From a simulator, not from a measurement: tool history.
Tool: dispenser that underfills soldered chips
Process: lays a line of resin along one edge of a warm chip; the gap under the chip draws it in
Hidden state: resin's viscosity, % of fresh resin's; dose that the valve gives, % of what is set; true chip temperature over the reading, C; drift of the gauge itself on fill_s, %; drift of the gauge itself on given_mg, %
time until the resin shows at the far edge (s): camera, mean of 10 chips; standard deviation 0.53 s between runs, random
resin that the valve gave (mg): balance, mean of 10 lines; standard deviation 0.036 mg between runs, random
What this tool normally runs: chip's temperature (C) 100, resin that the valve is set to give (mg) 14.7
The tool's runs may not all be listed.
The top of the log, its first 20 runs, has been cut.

run   hour  chip's temperature (C)  resin that the valve is set to give (mg)  hours of work since the syringe was changed  hours of work since the valve was cleaned  hours of work since the stage was calibrated  time until the resin shows at the far edge (s)  resin that the valve gave (mg)
     113.8  -- new syringe of resin
 21  118.8                     105                                      14.7                                            4                                         17                                           160                                            40.3                           14.50
     123.4  -- new syringe of resin
 22  123.4                     113                                      16.7                                            0                                         20                                           163                                            25.7                           16.36
 23  129.0                     113                                      17.0                                            4                                         24                                           167                                            29.9                           16.70
     133.3  -- new syringe of resin
 24  136.2                     109                                      17.2                                            2                                         29                                           172                                            31.3                           16.80
 25  142.4                      96                                      18.7                                            6                                         33                                           176                                            63.2                           18.18
     143.0  -- new syringe of resin
 26  145.9                      96                                      18.7                                            2                                         36                                           178                                            50.7                           18.14
     152.6  -- new syringe of resin
 27  152.6                     108                                      15.4                                            0                                         40                                           183                                            30.1                           14.96
 28  158.2                     111                                      15.4                                            4                                         44                                           187                                            32.1                           14.91
     162.2  -- new syringe of resin
 29  162.2                     109                                      14.5                                            0                                         47                                           189                                            29.5                           14.02
 30  166.0                     108                                      13.5                                            3                                         49                                           192                                            35.9                           12.96
 31  171.2                      90                                      16.3                                            6                                         53                                           196                                            79.4                           15.64
     171.9  -- new syringe of resin
 32  178.3                     103                                      12.5                                            5                                         58                                           201                                            47.3                           11.96
     181.4  -- new syringe of resin
 33  185.1                     100                                      14.0                                            3                                         63                                           205                                            47.9                           13.34
 34  189.0                     100                                      14.8                                            5                                         65                                           208                                            54.1                           14.03

Each row is a separate what-if for the run after 34, all from the same tool condition, not one after another. Results?
     191.2  -- new syringe of resin
  A  195.2                     115                                      17.0                                            3                                         69                                           212                                               ?                               ?
     191.2  -- new syringe of resin
  B  195.2                     111                                      18.7                                            3                                         69                                           212                                               ?                               ?
     191.2  -- new syringe of resin
  C  195.2                     111                                      16.7                                            3                                         69                                           212                                               ?                               ?

run  time until the resin shows at the far edge (s)  resin that the valve gave (mg)
  A                                            26.9                           16.13
  B                                            30.7                           17.68
  C                                            30.7                           15.85
Stripped of hidden state, with their random variation kept, the same runs would have yielded:
run  time until the resin shows at the far edge (s)  resin that the valve gave (mg)
  A                                            24.9                           17.01
  B                                            28.5                           18.65
  C                                            28.4                           16.72
